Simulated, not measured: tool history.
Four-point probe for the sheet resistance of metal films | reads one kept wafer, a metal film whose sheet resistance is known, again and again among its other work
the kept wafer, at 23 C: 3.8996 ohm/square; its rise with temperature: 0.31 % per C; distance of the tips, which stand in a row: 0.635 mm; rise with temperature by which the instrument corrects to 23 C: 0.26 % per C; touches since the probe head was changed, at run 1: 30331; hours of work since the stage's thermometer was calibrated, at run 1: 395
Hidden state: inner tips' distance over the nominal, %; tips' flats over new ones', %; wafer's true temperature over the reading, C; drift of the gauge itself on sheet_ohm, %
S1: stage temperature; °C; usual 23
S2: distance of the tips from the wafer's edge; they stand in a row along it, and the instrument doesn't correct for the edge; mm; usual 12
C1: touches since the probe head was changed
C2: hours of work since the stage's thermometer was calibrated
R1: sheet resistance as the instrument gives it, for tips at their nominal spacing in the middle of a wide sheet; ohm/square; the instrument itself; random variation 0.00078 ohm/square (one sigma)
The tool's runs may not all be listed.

run   hour  S1  S2     C1   C2        R1
  1      0  23  12  30331  395  3.896065
  2   27.1  23  12  31392  413  3.896093
  3   54.6  23  12  32463  431  3.896382
  4   93.7  23  12  33990  457  3.895558
  5  114.2  23  12  34794  470  3.895811
  6  156.7  23  12  36451  498   3.89402
  7  192.1  27  12  37837  522  3.901601
  8  219.8  23   8  38917  540  3.902069
  9  254.3  23   8  40264  563  3.901346
     258.5  -- stage's thermometer calibrated
 10  273.5  23   8  40996   10  3.902404
 11  303.8  23   8  42180   30  3.902958
 12  329.3  23   8  43175   47  3.901172
 13  357.2  23   8  44268   65  3.901232
 14  397.9  23   8  45856   92  3.901836
 15  416.9  31   3  46597  105  3.994941
 16  448.8  20  26  47846  126  3.883265
     462.2  -- stage's thermometer calibrated, once more
 17    493  20  26  49553   20  3.879961
 18  532.2  20  26  51084   46  3.877308
 19  575.7  23   4  52782   75   3.93658
 20  607.6  20  49  54028   96  3.877521
 21  651.7  29   6  55751  125  3.916936
 22    675  29   6  56663  141  3.915174
 23  707.8  29   6  57943  162  3.914906

The next listed run, before its measurement:
 24  745.4  33  20  59412  187   ?

{"run 24": {"R1": 3.900632}}
Without the tool's hidden state the same run would have given R1 3.918622 ohm/square.
